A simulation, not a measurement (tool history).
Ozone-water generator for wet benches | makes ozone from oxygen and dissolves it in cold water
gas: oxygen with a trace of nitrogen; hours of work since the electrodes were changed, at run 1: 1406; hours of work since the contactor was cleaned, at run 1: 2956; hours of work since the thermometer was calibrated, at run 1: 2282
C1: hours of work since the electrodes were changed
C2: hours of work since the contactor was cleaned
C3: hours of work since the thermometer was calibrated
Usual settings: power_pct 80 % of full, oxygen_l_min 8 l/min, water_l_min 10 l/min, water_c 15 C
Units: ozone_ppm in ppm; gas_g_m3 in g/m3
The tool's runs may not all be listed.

Run 1, hour 0: usual settings; C1 1406; C2 2956; C3 2282. Result: ozone_ppm 48.3 ppm, gas_g_m3 233.5 g/m3.
Run 2, hour 48.9: usual settings but power_pct 44 % of full; C1 1447; C2 2997; C3 2323. Result: ozone_ppm 32.7 ppm, gas_g_m3 159.6 g/m3.
Run 3, hour 87.9: usual settings but power_pct 44 % of full; C1 1480; C2 3030; C3 2356. Result: ozone_ppm 32.6 ppm, gas_g_m3 159.9 g/m3.
Run 4, hour 115.5: usual settings; C1 1503; C2 3053; C3 2379. Result: ozone_ppm 47.4 ppm, gas_g_m3 232.9 g/m3.
Run 5, hour 170.5: usual settings; C1 1550; C2 3100; C3 2426. Result: ozone_ppm 47.7 ppm, gas_g_m3 234.2 g/m3.
Run 6, hour 228.9: usual settings but oxygen_l_min 4.16 l/min; C1 1599; C2 3149; C3 2475. Result: ozone_ppm 48.1 ppm, gas_g_m3 301.8 g/m3.
Run 7, hour 274.3: usual settings but oxygen_l_min 4.26 l/min; C1 1637; C2 3187; C3 2513. Result: ozone_ppm 47.8 ppm, gas_g_m3 296.4 g/m3.
Run 8, hour 308.8: usual settings but oxygen_l_min 4.26 l/min; C1 1666; C2 3216; C3 2542. Result: ozone_ppm 47.7 ppm, gas_g_m3 301.2 g/m3.
Run 9, hour 333.4: usual settings but oxygen_l_min 5.02 l/min; C1 1687; C2 3237; C3 2563. Result: ozone_ppm 48.2 ppm, gas_g_m3 278.6 g/m3.
Run 10, hour 391.3: usual settings but oxygen_l_min 5.02 l/min; C1 1736; C2 3286; C3 2612. Result: ozone_ppm 47.7 ppm, gas_g_m3 279.8 g/m3.
Run 11, hour 430.2: usual settings but oxygen_l_min 5.02 l/min; C1 1768; C2 3318; C3 2645. Result: ozone_ppm 48 ppm, gas_g_m3 276.4 g/m3.
Run 12, hour 461.6: usual settings but oxygen_l_min 5.02 l/min; C1 1795; C2 3345; C3 2671. Result: ozone_ppm 47.6 ppm, gas_g_m3 276.7 g/m3.
Run 13, hour 511.1: usual settings but power_pct 59 % of full, oxygen_l_min 5.02 l/min; C1 1837; C2 3387; C3 2713. Result: ozone_ppm 39.5 ppm, gas_g_m3 228.2 g/m3.
Run 14, hour 542.6: usual settings but water_l_min 16 l/min; C1 1863; C2 3413; C3 2739. Result: ozone_ppm 35.3 ppm, gas_g_m3 230.2 g/m3.
Run 15, hour 566.9: usual settings but water_l_min 16 l/min; C1 1884; C2 3434; C3 2760. Result: ozone_ppm 35.2 ppm, gas_g_m3 229.7 g/m3.
Run 16, hour 624.9: usual settings; C1 1932; C2 3482; C3 2809. Result: ozone_ppm 47.2 ppm, gas_g_m3 233.1 g/m3.
Run 17, hour 677.8: usual settings but water_c 17 C; C1 1977; C2 3527; C3 2853. Result: ozone_ppm 44.6 ppm, gas_g_m3 228.6 g/m3.
Run 18, hour 716.8: usual settings but water_l_min 15 l/min; C1 2010; C2 3560; C3 2886. Result: ozone_ppm 36.6 ppm, gas_g_m3 232.1 g/m3.
Run 19, hour 774.1: usual settings but power_pct 77 % of full, oxygen_l_min 6.14 l/min, water_l_min 7 l/min, water_c 20 C; C1 2058; C2 3608; C3 2934. Result: ozone_ppm 49.3 ppm, gas_g_m3 249 g/m3.
Run 20, hour 799: usual settings but power_pct 77 % of full, oxygen_l_min 6.14 l/min, water_l_min 7 l/min, water_c 20 C; C1 2079; C2 3629; C3 2955. Result: ozone_ppm 49.2 ppm, gas_g_m3 247.8 g/m3.
Run 21, hour 856.7: usual settings but oxygen_l_min 4 l/min; C1 2128; C2 3678; C3 3004. Result: ozone_ppm 46.6 ppm, gas_g_m3 298.9 g/m3.
Run 22, hour 898.7: usual settings but oxygen_l_min 4 l/min; C1 2163; C2 3713; C3 3039. Result: ozone_ppm 46.7 ppm, gas_g_m3 297.5 g/m3.
Run 23, hour 956.9: usual settings but oxygen_l_min 7.02 l/min; C1 2212; C2 3762; C3 3088. Result: ozone_ppm 46.7 ppm, gas_g_m3 241.2 g/m3.
Run 24, hour 988.2: usual settings but power_pct 81 % of full, oxygen_l_min 5.29 l/min; C1 2238; C2 3788; C3 3114. Result: ozone_ppm 47.6 ppm, gas_g_m3 270.3 g/m3.
At hour 995.7: contactor cleaned.
Run 25, hour 1019.3: usual settings but power_pct 81 % of full, oxygen_l_min 5.29 l/min; C1 2261; C2 20; C3 3137. Result: ozone_ppm 46.1 ppm, gas_g_m3 272.2 g/m3.
Run 26, hour 1055.6: usual settings but water_l_min 11 l/min; C1 2292; C2 50; C3 3168. Result: ozone_ppm 42.3 ppm, gas_g_m3 228.4 g/m3.
Run 27, hour 1094.9: usual settings but water_l_min 11 l/min; C1 2325; C2 84; C3 3201. Result: ozone_ppm 42.3 ppm, gas_g_m3 229.7 g/m3.
Run 28, hour 1129.5: usual settings but power_pct 68 % of full, oxygen_l_min 10.46 l/min, water_l_min 15 l/min, water_c 9 C; C1 2354; C2 113; C3 3230. Result: ozone_ppm 35.8 ppm, gas_g_m3 184.8 g/m3.
Run 29, hour 1174.5: usual settings but power_pct 54 % of full, oxygen_l_min 12.17 l/min, water_l_min 7 l/min, water_c 9 C; C1 2392; C2 151; C3 3268. Result: ozone_ppm 45.1 ppm, gas_g_m3 150.1 g/m3.
Run 30, hour 1210.1: usual settings but oxygen_l_min 4.62 l/min, water_l_min 9 l/min; C1 2422; C2 181; C3 3298. Result: ozone_ppm 48.6 ppm, gas_g_m3 280.6 g/m3.
At hour 1238.4: contactor cleaned, once more.
Run 31, hour 1244: usual settings but power_pct 61 % of full, oxygen_l_min 4.62 l/min, water_l_min 9 l/min; C1 2447; C2 5; C3 3323. Result: ozone_ppm 42.8 ppm, gas_g_m3 235.2 g/m3.
Run 32, hour 1282.8: usual settings but water_l_min 6 l/min; C1 2480; C2 37; C3 3356. Result: ozone_ppm 57.7 ppm, gas_g_m3 226 g/m3.
Run 33, hour 1330.6: usual settings but oxygen_l_min 8.36 l/min; C1 2520; C2 78; C3 3396. Result: ozone_ppm 46.5 ppm, gas_g_m3 222.7 g/m3.
Run 34, hour 1354.9: usual settings but oxygen_l_min 10.58 l/min, water_l_min 14 l/min, water_c 8 C; C1 2541; C2 98; C3 3417. Result: ozone_ppm 44.1 ppm, gas_g_m3 203.4 g/m3.

The same runs without the tool's hidden state, with the same run-to-run variation:
The hidden state here: yield of the discharge, % of new electrodes'; contactor's efficiency, % of a clean one's; true water temperature over the reading, C; drift of the gauge itself on ozone_ppm, %; drift of the gauge itself on gas_g_m3, %.
run  ozone_ppm  gas_g_m3
  1         52     245.6
  2       34.7       165
  3       34.6     165.3
  4       51.3     245.7
  5       51.7     247.4
  6       52.2     319.5
  7         52     314.2
  8         52     319.6
  9       52.6     295.8
 10       52.1     297.7
 11       52.4     294.4
 12       52.2       295
 13       42.8     240.7
 14       39.1       246
 15         39     245.6
 16         52     249.6
 17       49.3     245.2
 18       40.8     249.1
 19       54.1     267.2
 20       54.2     266.3
 21       51.8     322.2
 22       51.9     321.1
 23       52.1     260.8
 24       53.2     292.6
 25       52.4     294.8
 26       48.4     247.5
 27       48.4     249.2
 28       41.1     199.1
 29       50.1     160.1
 30       55.4     305.4
 31       46.4     252.7
 32       63.5     246.7
 33       51.3     243.2
 34       48.7     222.3
